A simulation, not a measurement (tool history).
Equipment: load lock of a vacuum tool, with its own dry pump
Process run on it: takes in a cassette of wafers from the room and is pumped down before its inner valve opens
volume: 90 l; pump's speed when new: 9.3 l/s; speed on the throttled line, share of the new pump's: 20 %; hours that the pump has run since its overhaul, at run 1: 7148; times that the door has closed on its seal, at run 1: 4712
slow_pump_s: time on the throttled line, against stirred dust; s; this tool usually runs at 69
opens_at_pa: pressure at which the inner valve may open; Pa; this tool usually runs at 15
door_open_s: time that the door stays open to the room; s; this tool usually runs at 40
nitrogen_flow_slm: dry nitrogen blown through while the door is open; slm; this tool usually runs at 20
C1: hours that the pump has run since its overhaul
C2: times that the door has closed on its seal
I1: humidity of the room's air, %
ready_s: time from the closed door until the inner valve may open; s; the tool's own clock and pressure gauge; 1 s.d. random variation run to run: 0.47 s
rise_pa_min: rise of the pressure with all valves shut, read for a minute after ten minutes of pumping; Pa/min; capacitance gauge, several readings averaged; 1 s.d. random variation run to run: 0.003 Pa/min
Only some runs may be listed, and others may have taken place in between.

run 1 hour=0 | slow_pump_s=69 opens_at_pa=15 door_open_s=40 nitrogen_flow_slm=20 | C1=7148 C2=4712 | I1=44 | ready_s=150.1 rise_pa_min=0.016
run 2 hour=142.9 | slow_pump_s=99 opens_at_pa=15 door_open_s=40 nitrogen_flow_slm=20 | C1=7291 C2=4906 | I1=47.1 | ready_s=173.5 rise_pa_min=0.014
run 3 hour=210.9 | slow_pump_s=99 opens_at_pa=15 door_open_s=40 nitrogen_flow_slm=20 | C1=7359 C2=4999 | I1=46.8 | ready_s=173.5 rise_pa_min=0.015
run 4 hour=324.1 | slow_pump_s=99 opens_at_pa=15 door_open_s=40 nitrogen_flow_slm=20 | C1=7472 C2=5153 | I1=46.4 | ready_s=174.1 rise_pa_min=0.019
run 5 hour=472.7 | slow_pump_s=99 opens_at_pa=15 door_open_s=51 nitrogen_flow_slm=20 | C1=7621 C2=5355 | I1=43.9 | ready_s=173.4 rise_pa_min=0.027
run 6 hour=570.4 | slow_pump_s=99 opens_at_pa=15 door_open_s=51 nitrogen_flow_slm=20 | C1=7719 C2=5488 | I1=46.7 | ready_s=173.4 rise_pa_min=0.017
run 7 hour=654.4 | slow_pump_s=58 opens_at_pa=15 door_open_s=51 nitrogen_flow_slm=20 | C1=7803 C2=5603 | I1=50.9 | ready_s=141.9 rise_pa_min=0.02
run 8 hour=796.4 | slow_pump_s=118 opens_at_pa=15 door_open_s=40 nitrogen_flow_slm=20 | C1=7944 C2=5796 | I1=45.3 | ready_s=188.2 rise_pa_min=0.02
run 9 hour=928.7 | slow_pump_s=69 opens_at_pa=15 door_open_s=40 nitrogen_flow_slm=20 | C1=8077 C2=5976 | I1=44.6 | ready_s=151.1 rise_pa_min=0.013
run 10 hour=1056.9 | slow_pump_s=69 opens_at_pa=15 door_open_s=40 nitrogen_flow_slm=20 | C1=8205 C2=6151 | I1=44.1 | ready_s=151 rise_pa_min=0.024
run 11 hour=1176.8 | slow_pump_s=107 opens_at_pa=15 door_open_s=40 nitrogen_flow_slm=20 | C1=8325 C2=6314 | I1=42.8 | ready_s=180.9 rise_pa_min=0.02
run 12 hour=1319.1 | slow_pump_s=107 opens_at_pa=15 door_open_s=40 nitrogen_flow_slm=20 | C1=8467 C2=6508 | I1=47 | ready_s=180.4 rise_pa_min=0.028
run 13 hour=1461 | slow_pump_s=110 opens_at_pa=15 door_open_s=40 nitrogen_flow_slm=20 | C1=8609 C2=6701 | I1=45.8 | ready_s=182.5 rise_pa_min=0.027
run 14 hour=1535.6 | slow_pump_s=69 opens_at_pa=15 door_open_s=41 nitrogen_flow_slm=20 | C1=8684 C2=6802 | I1=43.3 | ready_s=151.2 rise_pa_min=0.022
run 15 hour=1656.8 | slow_pump_s=69 opens_at_pa=15 door_open_s=40 nitrogen_flow_slm=20 | C1=8805 C2=6967 | I1=45.7 | ready_s=151.3 rise_pa_min=0.029
run 16 hour=1748.4 | slow_pump_s=69 opens_at_pa=15 door_open_s=50 nitrogen_flow_slm=20 | C1=8897 C2=7092 | I1=45.8 | ready_s=151.3 rise_pa_min=0.024
run 17 hour=1895 | slow_pump_s=69 opens_at_pa=15 door_open_s=50 nitrogen_flow_slm=20 | C1=9043 C2=7292 | I1=45 | ready_s=151.8 rise_pa_min=0.025
run 18 hour=1989.2 | slow_pump_s=124 opens_at_pa=14 door_open_s=40 nitrogen_flow_slm=20 | C1=9137 C2=7420 | I1=43.6 | ready_s=196.2 rise_pa_min=0.021
run 19 hour=2100.9 | slow_pump_s=125 opens_at_pa=26 door_open_s=39 nitrogen_flow_slm=20 | C1=9249 C2=7572 | I1=47.1 | ready_s=189.7 rise_pa_min=0.018
run 20 hour=2222 | slow_pump_s=34 opens_at_pa=10 door_open_s=40 nitrogen_flow_slm=27 | C1=9370 C2=7737 | I1=47.6 | ready_s=130.4 rise_pa_min=0.018
run 21 hour=2312.1 | slow_pump_s=74 opens_at_pa=15 door_open_s=40 nitrogen_flow_slm=6 | C1=9460 C2=7860 | I1=47.1 | ready_s=156.6 rise_pa_min=0.03
run 22 hour=2429.8 | slow_pump_s=76 opens_at_pa=29 door_open_s=50 nitrogen_flow_slm=27 | C1=9578 C2=8020 | I1=44.2 | ready_s=150.3 rise_pa_min=0.027
run 23 hour=2520.4 | slow_pump_s=40 opens_at_pa=15 door_open_s=40 nitrogen_flow_slm=5 | C1=9669 C2=8143 | I1=45.6 | ready_s=130.7 rise_pa_min=0.029
run 24 hour=2660.9 | slow_pump_s=103 opens_at_pa=29 door_open_s=40 nitrogen_flow_slm=20 | C1=9809 C2=8334 | I1=44.8 | ready_s=171.6 rise_pa_min=0.027
run 25 hour=2770.6 | slow_pump_s=103 opens_at_pa=29 door_open_s=40 nitrogen_flow_slm=20 | C1=9919 C2=8484 | I1=44.2 | ready_s=171.9 rise_pa_min=0.026
run 26 hour=2906.6 | slow_pump_s=98 opens_at_pa=15 door_open_s=72 nitrogen_flow_slm=21 | C1=10055 C2=8669 | I1=43.2 | ready_s=174.8 rise_pa_min=0.029
-- hour=2978.6 dry pump taken out, an overhauled one fitted
run 27 hour=3055.2 | slow_pump_s=98 opens_at_pa=23 door_open_s=63 nitrogen_flow_slm=9 | C1=77 C2=8863 | I1=41.1 | ready_s=159.7 rise_pa_min=0.031
run 28 hour=3182.3 | slow_pump_s=38 opens_at_pa=19 door_open_s=40 nitrogen_flow_slm=20 | C1=204 C2=9036 | I1=44.2 | ready_s=114.7 rise_pa_min=0.029
run 29 hour=3289.1 | slow_pump_s=53 opens_at_pa=27 door_open_s=152 nitrogen_flow_slm=4 | C1=311 C2=9182 | I1=43.1 | ready_s=122.6 rise_pa_min=0.042
run 30 hour=3401 | slow_pump_s=53 opens_at_pa=27 door_open_s=152 nitrogen_flow_slm=4 | C1=422 C2=9334 | I1=47.4 | ready_s=122.2 rise_pa_min=0.044
run 31 hour=3520.1 | slow_pump_s=53 opens_at_pa=19 door_open_s=67 nitrogen_flow_slm=14 | C1=541 C2=9496 | I1=46.4 | ready_s=126.8 rise_pa_min=0.034
run 32 hour=3662.2 | slow_pump_s=43 opens_at_pa=15 door_open_s=40 nitrogen_flow_slm=20 | C1=684 C2=9690 | I1=42.3 | ready_s=120.3 rise_pa_min=0.029

Each row is a separate what-if for the run after 32, all from the same tool condition, not one after another. Results?
run A hour=3742.7 | slow_pump_s=105 opens_at_pa=15 door_open_s=110 nitrogen_flow_slm=33 | C1=764 C2=9799 | I1=42.7 | ready_s=? rise_pa_min=?
run B hour=3742.7 | slow_pump_s=43 opens_at_pa=20 door_open_s=50 nitrogen_flow_slm=26 | C1=764 C2=9799 | I1=47.4 | ready_s=? rise_pa_min=?
run C hour=3742.7 | slow_pump_s=43 opens_at_pa=22 door_open_s=157 nitrogen_flow_slm=33 | C1=764 C2=9799 | I1=44.2 | ready_s=? rise_pa_min=?
run D hour=3742.7 | slow_pump_s=34 opens_at_pa=11 door_open_s=36 nitrogen_flow_slm=20 | C1=764 C2=9799 | I1=49.5 | ready_s=? rise_pa_min=?

run=A ready_s=170.1 rise_pa_min=0.022
run=B ready_s=117.3 rise_pa_min=0.025
run=C ready_s=116.4 rise_pa_min=0.026
run=D ready_s=116.6 rise_pa_min=0.026
Without the tool's hidden state the same runs would have given:
run=A ready_s=169.3 rise_pa_min=0.006
run=B ready_s=116.4 rise_pa_min=0.009
run=C ready_s=115.5 rise_pa_min=0.01
run=D ready_s=115.6 rise_pa_min=0.01
